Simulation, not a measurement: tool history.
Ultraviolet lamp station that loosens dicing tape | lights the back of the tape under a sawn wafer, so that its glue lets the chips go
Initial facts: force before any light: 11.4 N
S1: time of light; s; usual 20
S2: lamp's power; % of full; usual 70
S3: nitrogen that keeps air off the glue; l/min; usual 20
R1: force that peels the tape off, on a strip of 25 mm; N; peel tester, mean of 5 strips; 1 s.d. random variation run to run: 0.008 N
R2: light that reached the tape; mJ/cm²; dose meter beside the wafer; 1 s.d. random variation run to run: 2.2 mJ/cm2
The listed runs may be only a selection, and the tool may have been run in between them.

{"run": 1, "hour": 0.0, "S1": 20, "S2": 70, "S3": 20, "R1": 0.498, "R2": 162}
{"run": 2, "hour": 74.3, "S1": 20, "S2": 70, "S3": 20, "R1": 0.532, "R2": 156}
{"run": 3, "hour": 127.7, "S1": 20, "S2": 78, "S3": 20, "R1": 0.422, "R2": 172}
{"run": 4, "hour": 205.7, "S1": 20, "S2": 78, "S3": 20, "R1": 0.6, "R2": 151}
{"run": 5, "hour": 250.4, "S1": 20, "S2": 78, "S3": 20, "R1": 0.633, "R2": 149}
{"run": 6, "hour": 324.8, "S1": 20, "S2": 78, "S3": 8, "R1": 0.722, "R2": 195}
{"run": 7, "hour": 374.2, "S1": 20, "S2": 78, "S3": 8, "R1": 0.757, "R2": 192}
{"run": 8, "hour": 425.0, "S1": 20, "S2": 78, "S3": 8, "R1": 0.812, "R2": 186}
{"run": 9, "hour": 499.7, "S1": 20, "S2": 65, "S3": 20, "R1": 0.558, "R2": 152}
{"run": 10, "hour": 550.4, "S1": 23, "S2": 65, "S3": 20, "R1": 0.439, "R2": 172}
{"run": 11, "hour": 619.9, "S1": 23, "S2": 65, "S3": 20, "R1": 0.433, "R2": 169}
{"run": 12, "hour": 702.9, "S1": 20, "S2": 79, "S3": 20, "R1": 0.428, "R2": 177}
{"run": 13, "hour": 760.2, "S1": 20, "S2": 79, "S3": 20, "R1": 0.452, "R2": 167}
{"run": 14, "hour": 827.3, "S1": 13, "S2": 70, "S3": 32, "R1": 1.273, "R2": 94}
{"run": 15, "hour": 864.2, "S1": 13, "S2": 70, "S3": 32, "R1": 1.269, "R2": 93}
{"run": 16, "hour": 924.4, "S1": 13, "S2": 70, "S3": 32, "R1": 1.311, "R2": 90}
{"run": 17, "hour": 997.1, "S1": 13, "S2": 70, "S3": 32, "R1": 1.386, "R2": 87}
{"run": 18, "hour": 1046.4, "S1": 13, "S2": 70, "S3": 32, "R1": 1.089, "R2": 98}
{"run": 19, "hour": 1120.3, "S1": 20, "S2": 76, "S3": 20, "R1": 0.467, "R2": 166}
{"run": 20, "hour": 1174.4, "S1": 26, "S2": 63, "S3": 20, "R1": 0.413, "R2": 175}
{"run": 21, "hour": 1238.8, "S1": 26, "S2": 63, "S3": 20, "R1": 0.439, "R2": 170}
{"run": 22, "hour": 1274.8, "S1": 37, "S2": 70, "S3": 6, "R1": 0.484, "R2": 262}
{"run": 23, "hour": 1355.6, "S1": 20, "S2": 63, "S3": 13, "R1": 1.317, "R2": 121}

The log once held 3 entries between its listed runs, left out of this copy. Where does each go, and what is different about the tool's unlogged condition between the listed run before it and the listed run after it?
In the gap between runs 3 and 4: window cleaned of glue's vapour (hour 141.6)
  lamp's light, % of a new lamp's: 93.5 -> 92.4; light that the window lets through, % of a clean one's: 84.6 -> 75.2
  measured result minus the result with no hidden state, R1: +0.181 -> +0.351 N; R2: -44 -> -65 mJ/cm²
In the gap between runs 5 and 6: window cleaned of glue's vapour, once more (hour 316.1)
  lamp's light, % of a new lamp's: 91.7 -> 90.7; light that the window lets through, % of a clean one's: 74.3 -> 99.5
  measured result minus the result with no hidden state, R1: +0.382 -> +0.159 N; R2: -69 -> -21 mJ/cm²
In the gap between runs 17 and 18: window cleaned of glue's vapour (hour 1046.4)
  lamp's light, % of a new lamp's: 81.1 -> 80.3; light that the window lets through, % of a clean one's: 86.1 -> 99.7
  measured result minus the result with no hidden state, R1: +0.765 -> +0.441 N; R2: -38 -> -25 mJ/cm²
